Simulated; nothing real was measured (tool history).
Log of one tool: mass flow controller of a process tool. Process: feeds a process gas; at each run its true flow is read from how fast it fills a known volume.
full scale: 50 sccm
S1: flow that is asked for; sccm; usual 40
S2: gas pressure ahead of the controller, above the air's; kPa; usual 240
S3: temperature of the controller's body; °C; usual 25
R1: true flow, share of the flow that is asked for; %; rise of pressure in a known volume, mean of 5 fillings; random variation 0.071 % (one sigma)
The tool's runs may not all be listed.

run,hour,S1,S2,S3,R1
1,0.0,40,240,25,97.57
2,206.2,40,141,25,98.15
3,425.3,25,240,25,96.68
4,839.8,40,240,32,97.05
5,1235.1,40,240,32,97.08
6,1651.3,40,169,25,97.43
7,2103.1,40,169,25,97.37
# hour 2140.9: controller's zero set anew
8,2562.1,40,169,25,96.60
9,2754.7,20,240,25,93.76
# hour 2970.3: controller's zero set anew, once more
10,3089.4,20,240,25,98.09
11,3280.0,30,176,25,98.32
12,3676.5,30,176,25,98.32
13,4080.9,8,240,25,96.88
14,4473.3,6,153,25,96.73
15,4893.0,6,153,25,96.09
16,5344.2,6,153,25,95.60

Forecast each of these 4 alternatives for the next run:
A,5796.7,40,240,34,?
B,5796.7,6,188,24,?
C,5796.7,12,264,21,?
D,5796.7,29,174,25,?

run,R1
A,96.97
B,94.77
C,96.02
D,97.47
Without the tool's hidden state the same runs would have given:
run,R1
A,99.19
B,99.53
C,99.29
D,99.86
